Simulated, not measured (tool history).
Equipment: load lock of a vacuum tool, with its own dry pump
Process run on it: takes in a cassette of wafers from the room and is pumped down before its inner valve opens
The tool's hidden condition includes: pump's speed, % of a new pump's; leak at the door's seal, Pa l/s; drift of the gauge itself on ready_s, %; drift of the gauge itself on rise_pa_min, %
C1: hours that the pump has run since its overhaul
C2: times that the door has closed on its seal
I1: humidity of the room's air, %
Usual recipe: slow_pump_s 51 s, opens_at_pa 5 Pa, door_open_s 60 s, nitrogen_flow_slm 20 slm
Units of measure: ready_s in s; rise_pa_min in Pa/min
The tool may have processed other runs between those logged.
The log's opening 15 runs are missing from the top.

Run 16, hour 2631.2: usual settings but opens_at_pa 8 Pa; C1 3781; C2 26694; I1 43.7. Result: ready_s 113.2 s, rise_pa_min 0.366 Pa/min.
Run 17, hour 2733.3: usual settings but slow_pump_s 96 s, opens_at_pa 8 Pa; C1 3883; C2 26984; I1 46.5. Result: ready_s 147.8 s, rise_pa_min 0.367 Pa/min.
Run 18, hour 2920.4: usual settings but slow_pump_s 96 s, opens_at_pa 8 Pa, door_open_s 33 s; C1 4070; C2 27517; I1 45.7. Result: ready_s 146.6 s, rise_pa_min 0.371 Pa/min.
Run 19, hour 3127: usual settings but slow_pump_s 96 s, opens_at_pa 8 Pa, door_open_s 33 s; C1 4277; C2 28105; I1 48.3. Result: ready_s 145.7 s, rise_pa_min 0.382 Pa/min.
Run 20, hour 3290.8: usual settings but slow_pump_s 101 s, nitrogen_flow_slm 4 slm; C1 4440; C2 28571; I1 45.7. Result: ready_s 156.8 s, rise_pa_min 0.416 Pa/min.
Run 21, hour 3499.5: usual settings but slow_pump_s 69 s, opens_at_pa 6 Pa, door_open_s 215 s, nitrogen_flow_slm 25 slm; C1 4649; C2 29165; I1 46.3. Result: ready_s 127.6 s, rise_pa_min 0.416 Pa/min.
Run 22, hour 3731: usual settings but slow_pump_s 69 s, opens_at_pa 6 Pa, door_open_s 215 s, nitrogen_flow_slm 25 slm; C1 4881; C2 29824; I1 47.2. Result: ready_s 129.4 s, rise_pa_min 0.423 Pa/min.
Run 23, hour 3919.6: usual settings but nitrogen_flow_slm 42 slm; C1 5069; C2 30361; I1 48.8. Result: ready_s 116.9 s, rise_pa_min 0.427 Pa/min.
Run 24, hour 4088.2: usual settings but slow_pump_s 26 s, door_open_s 190 s, nitrogen_flow_slm 22 slm; C1 5238; C2 30840; I1 43.5. Result: ready_s 99.3 s, rise_pa_min 0.453 Pa/min.
Run 25, hour 4281.6: usual settings but slow_pump_s 26 s, door_open_s 190 s, nitrogen_flow_slm 22 slm; C1 5431; C2 31391; I1 44.5. Result: ready_s 98.9 s, rise_pa_min 0.462 Pa/min.
Run 26, hour 4416.9: usual settings but slow_pump_s 26 s, door_open_s 190 s, nitrogen_flow_slm 22 slm; C1 5566; C2 31776; I1 43.2. Result: ready_s 99.1 s, rise_pa_min 0.469 Pa/min.
Run 27, hour 4550.3: usual settings but slow_pump_s 71 s, opens_at_pa 9 Pa; C1 5700; C2 32156; I1 42.6. Result: ready_s 129.1 s, rise_pa_min 0.479 Pa/min.
Run 28, hour 4649.2: usual settings but slow_pump_s 71 s, opens_at_pa 9 Pa, door_open_s 98 s, nitrogen_flow_slm 43 slm; C1 5799; C2 32437; I1 42.5. Result: ready_s 128.6 s, rise_pa_min 0.474 Pa/min.
Run 29, hour 4757.1: usual settings but slow_pump_s 71 s, opens_at_pa 9 Pa, door_open_s 98 s, nitrogen_flow_slm 43 slm; C1 5907; C2 32744; I1 45.4. Result: ready_s 127.9 s, rise_pa_min 0.503 Pa/min.
Run 30, hour 4976.6: usual settings but slow_pump_s 71 s, opens_at_pa 9 Pa, door_open_s 98 s, nitrogen_flow_slm 43 slm; C1 6126; C2 33369; I1 45.2. Result: ready_s 127.7 s, rise_pa_min 0.5 Pa/min.
Run 31, hour 5091.5: usual settings but slow_pump_s 32 s, door_open_s 88 s; C1 6241; C2 33696; I1 43.3. Result: ready_s 103.6 s, rise_pa_min 0.511 Pa/min.
Run 32, hour 5303.8: usual settings but slow_pump_s 32 s, door_open_s 88 s; C1 6453; C2 34300; I1 45.3. Result: ready_s 103.2 s, rise_pa_min 0.538 Pa/min.
Run 33, hour 5478.3: usual settings but slow_pump_s 32 s, door_open_s 88 s, nitrogen_flow_slm 32 slm; C1 6628; C2 34797; I1 49.4. Result: ready_s 105.3 s, rise_pa_min 0.536 Pa/min.
Run 34, hour 5709: usual settings but opens_at_pa 7 Pa, door_open_s 189 s, nitrogen_flow_slm 5 slm; C1 6859; C2 35453; I1 47. Result: ready_s 116.9 s, rise_pa_min 0.597 Pa/min.
Run 35, hour 5809.5: usual settings but slow_pump_s 93 s, opens_at_pa 10 Pa, door_open_s 165 s, nitrogen_flow_slm 6 slm; C1 6959; C2 35739; I1 45.9. Result: ready_s 142.7 s, rise_pa_min 0.593 Pa/min.

5 ways to go on from here, each from the tool as it stands after run 35. What would each give?
Run A, hour 5990.9: usual settings but slow_pump_s 59 s, opens_at_pa 9 Pa, nitrogen_flow_slm 11 slm; C1 7141; C2 36256; I1 43.1. Result: ready_s ?, rise_pa_min ?.
Run B, hour 5990.9: usual settings but slow_pump_s 93 s, opens_at_pa 10 Pa, door_open_s 35 s, nitrogen_flow_slm 6 slm; C1 7141; C2 36256; I1 45.7. Result: ready_s ?, rise_pa_min ?.
Run C, hour 5990.9: usual settings but slow_pump_s 38 s, opens_at_pa 10 Pa, door_open_s 165 s, nitrogen_flow_slm 38 slm; C1 7141; C2 36256; I1 43. Result: ready_s ?, rise_pa_min ?.
Run D, hour 5990.9: usual settings but door_open_s 200 s; C1 7141; C2 36256; I1 47.6. Result: ready_s ?, rise_pa_min ?.
Run E, hour 5990.9: usual settings but opens_at_pa 9 Pa; C1 7141; C2 36256; I1 44.5. Result: ready_s ?, rise_pa_min ?.

run  ready_s  rise_pa_min
  A    120.1         0.59
  B    144.4        0.572
  C    101.7        0.579
  D    118.8        0.593
  E    113.6        0.581
Take away the tool's hidden state, keep each run's random variation, and the runs would have read:
run  ready_s  rise_pa_min
  A    116.5        0.026
  B    141.5        0.014
  C       98         0.01
  D    114.8        0.028
  E      110        0.014
